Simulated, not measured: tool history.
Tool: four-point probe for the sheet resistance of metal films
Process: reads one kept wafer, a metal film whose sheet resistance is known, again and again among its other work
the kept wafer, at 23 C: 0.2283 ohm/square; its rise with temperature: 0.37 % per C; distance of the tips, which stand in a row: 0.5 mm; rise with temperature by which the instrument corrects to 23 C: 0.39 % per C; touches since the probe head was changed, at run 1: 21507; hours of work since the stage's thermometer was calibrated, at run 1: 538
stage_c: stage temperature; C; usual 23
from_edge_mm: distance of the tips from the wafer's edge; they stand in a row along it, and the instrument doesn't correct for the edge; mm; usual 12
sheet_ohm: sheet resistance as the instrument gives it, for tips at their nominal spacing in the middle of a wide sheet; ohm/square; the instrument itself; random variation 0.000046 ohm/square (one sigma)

| run | hour | stage_c | from_edge_mm | touches since the probe head was changed | hours of work since the stage's thermometer was calibrated | sheet_ohm |
|---|---|---|---|---|---|---|
| 1 | 0 | 23 | 12 | 21507 | 538 | 0.228824 |
| 2 | 16.6 | 23 | 12 | 22325 | 550 | 0.228861 |
| 3 | 32.9 | 19 | 12 | 23127 | 563 | 0.229054 |
| 4 | 54.8 | 23 | 12 | 24202 | 579 | 0.228776 |
| 5 | 73.3 | 23 | 12 | 25116 | 593 | 0.228902 |
| 6 | 95 | 23 | 18 | 26183 | 609 | 0.228624 |
| 7 | 113.4 | 26 | 18 | 27088 | 623 | 0.228583 |
| 8 | 135.9 | 31 | 12 | 28195 | 639 | 0.228632 |
| 9 | 158.4 | 31 | 8 | 29303 | 656 | 0.228798 |
| 10 | 178.1 | 31 | 11 | 30272 | 671 | 0.228572 |
| 11 | 200 | 31 | 52 | 31352 | 687 | 0.228303 |
| 12 | 209.3 | 21 | 13 | 31808 | 694 | 0.22889 |
| 13 | 221.9 | 34 | 50 | 32426 | 703 | 0.228197 |

5 ways to go on from here, each from the tool as it stands after run 13. What would each give?
| A | 242 | 28 | 27 | 33417 | 718 | ? |
| B | 242 | 34 | 12 | 33417 | 718 | ? |
| C | 242 | 19 | 17 | 33417 | 718 | ? |
| D | 242 | 21 | 31 | 33417 | 718 | ? |
| E | 242 | 18 | 3 | 33417 | 718 | ? |

| run | sheet_ohm |
|---|---|
| A | 0.228434 |
| B | 0.228419 |
| C | 0.228889 |
| D | 0.228639 |
| E | 0.232102 |
Without the tool's hidden state the same runs would have given:
| run | sheet_ohm |
|---|---|
| A | 0.228185 |
| B | 0.228174 |
| C | 0.228632 |
| D | 0.228383 |
| E | 0.23184 |
